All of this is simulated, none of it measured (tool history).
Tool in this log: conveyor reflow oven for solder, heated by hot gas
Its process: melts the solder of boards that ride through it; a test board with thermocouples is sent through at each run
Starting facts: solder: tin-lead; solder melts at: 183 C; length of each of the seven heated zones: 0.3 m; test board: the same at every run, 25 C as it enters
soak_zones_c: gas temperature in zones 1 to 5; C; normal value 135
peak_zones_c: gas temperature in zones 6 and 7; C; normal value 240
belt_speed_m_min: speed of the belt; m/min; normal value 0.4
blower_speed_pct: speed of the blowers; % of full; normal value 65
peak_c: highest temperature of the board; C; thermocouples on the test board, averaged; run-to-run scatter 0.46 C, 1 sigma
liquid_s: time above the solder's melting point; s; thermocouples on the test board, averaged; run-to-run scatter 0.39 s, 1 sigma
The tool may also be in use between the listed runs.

run	hour	soak_zones_c	peak_zones_c	belt_speed_m_min	blower_speed_pct	peak_c	liquid_s
1	0	135	240	0.4	65	223.6	72.3
2	23	135	240	0.4	65	222.5	72.4
3	42.7	135	240	0.4	65	222.3	72.9
4	58.1	135	240	0.4	65	222.7	72.5
5	76.4	140	240	0.4	65	222.4	74.3
6	96.9	140	240	0.4	65	222.8	75
7	116.2	140	240	0.4	65	222.7	74.1
8	131.1	140	240	0.4	65	223.2	74.5
9	146	140	240	0.4	65	221.9	73.6
10	160	140	240	0.4	65	223.5	74
11	176.5	141	240	0.4	65	223.3	73.6
12	196.3	141	240	0.4	65	222.2	74.6
13	221.5	141	240	0.4	65	224.3	75.6
14	232.3	141	240	0.4	65	224.5	75.9
15	245.9	141	240	0.4	63	222.9	75.8
16	267.5	135	229	0.4	83	215.2	68.1
17	286.8	135	229	0.4	83	215.9	67.5
18	308.4	138	251	0.412	57	230	76.2
19	330.1	125	248	0.364	65	231.1	83.4
20	351.7	125	248	0.364	65	231.5	82.6
21	371.5	126	230	0.347	77	217.9	78
22	394.7	126	230	0.347	77	218.2	76.7
23	417.8	135	240	0.4	79	224.6	74.4
24	434.6	143	238	0.467	65	216.4	59.7
25	457.6	135	240	0.408	57	218.8	67.1
26	475.8	120	241	0.342	57	222.9	80.4
27	491.1	120	241	0.342	57	223.1	79.5
28	502	135	240	0.395	90	225.1	76.8
29	523.8	135	240	0.355	65	226.6	86.7
30	545	135	240	0.355	65	226	86.6

Missing from the log above: 2 entries noted between runs. For each, name the pair of listed runs it sits between and say how the tool's hidden condition differs from the listed run just before to the listed run just after:
Between runs 12 and 13: flux residue cleaned out of gas plates and filters (hour 213.8)
  heat that the gas passes to the board, % of a clean oven's: 90.3 -> 99.1; belt's true speed, % of the reading: 98.53 -> 98.49; true gas temperature in zones 6 and 7 over the reading, C: -2.63 -> -2.67
  measured value less the no-hidden-state value, peak_c: -4 -> -2.2 C; liquid_s: -1.9 -> -0.3 s
Between runs 28 and 29: flux residue cleaned out of gas plates and filters (hour 521.3)
  heat that the gas passes to the board, % of a clean oven's: 90.7 -> 98.9; belt's true speed, % of the reading: 97.97 -> 97.93; true gas temperature in zones 6 and 7 over the reading, C: -3.24 -> -3.28
  measured value less the no-hidden-state value, peak_c: -4.6 -> -2.7 C; liquid_s: -1.6 -> -0.1 s

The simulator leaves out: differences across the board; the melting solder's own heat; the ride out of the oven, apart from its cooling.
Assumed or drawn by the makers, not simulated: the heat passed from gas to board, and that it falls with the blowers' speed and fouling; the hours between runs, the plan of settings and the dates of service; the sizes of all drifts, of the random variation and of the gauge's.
